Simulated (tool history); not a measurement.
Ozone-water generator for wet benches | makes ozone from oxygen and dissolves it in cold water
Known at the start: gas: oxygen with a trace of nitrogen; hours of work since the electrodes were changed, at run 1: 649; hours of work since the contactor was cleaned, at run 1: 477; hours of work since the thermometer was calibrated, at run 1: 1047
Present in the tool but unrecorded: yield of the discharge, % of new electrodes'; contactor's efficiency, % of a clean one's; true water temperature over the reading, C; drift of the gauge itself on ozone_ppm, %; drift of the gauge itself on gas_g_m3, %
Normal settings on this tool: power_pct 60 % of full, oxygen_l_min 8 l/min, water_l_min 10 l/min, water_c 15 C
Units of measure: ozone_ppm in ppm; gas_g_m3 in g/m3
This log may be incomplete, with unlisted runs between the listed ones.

run	day	power_pct	oxygen_l_min	water_l_min	water_c	hours of work since the electrodes were changed	hours of work since the contactor was cleaned	hours of work since the thermometer was calibrated	ozone_ppm	gas_g_m3
1	0	60	8	10	15	649	477	1047	23.6	144
2	1.458	60	8	10	15	674	502	1073	23.3	145
3	3.012	60	6.92	10	15	702	530	1100	23.7	156
4	4.658	60	8	8	15	731	559	1129	26.9	145.1
5	5.9	60	8	10	15	753	581	1151	23.3	143.8
6	7.329	60	8	10	15	778	606	1176	23.2	144.9
7	9.112	60	8	10	15	809	637	1208	23	143.4
8	11.454	58	8	10	12	851	678	1249	24.1	140.3
# day 11.812: contactor cleaned
9	12.912	72	13.65	11	14	873	19	1272	21.8	123.3
10	14.496	72	9.61	16	16	901	47	1300	17.4	148
11	16.917	72	9.61	16	16	944	90	1342	17.2	147.2
# day 18.725: contactor cleaned, once more
12	19.492	72	12.5	8	14	986	13	1385	27.3	128.8
13	21.404	60	5.28	14	15	1020	47	1419	18.7	176.6

4 options for the next run, each taken on its own from the tool as it stands now. Forecast them:
A	23.492	60	8	10	9	1057	84	1455	?	?
B	23.492	56	10.84	11	15	1057	84	1455	?	?
C	23.492	47	4.27	10	15	1057	84	1455	?	?
D	23.492	52	6.78	13	15	1057	84	1455	?	?

run	ozone_ppm	gas_g_m3
A	26.4	142.5
B	19.8	118.7
C	21.4	167.4
D	17.9	143.6
Without the tool's hidden state the same runs would have given:
run	ozone_ppm	gas_g_m3
A	27.1	144.9
B	20.3	120.7
C	21.9	169.9
D	18.3	145.8
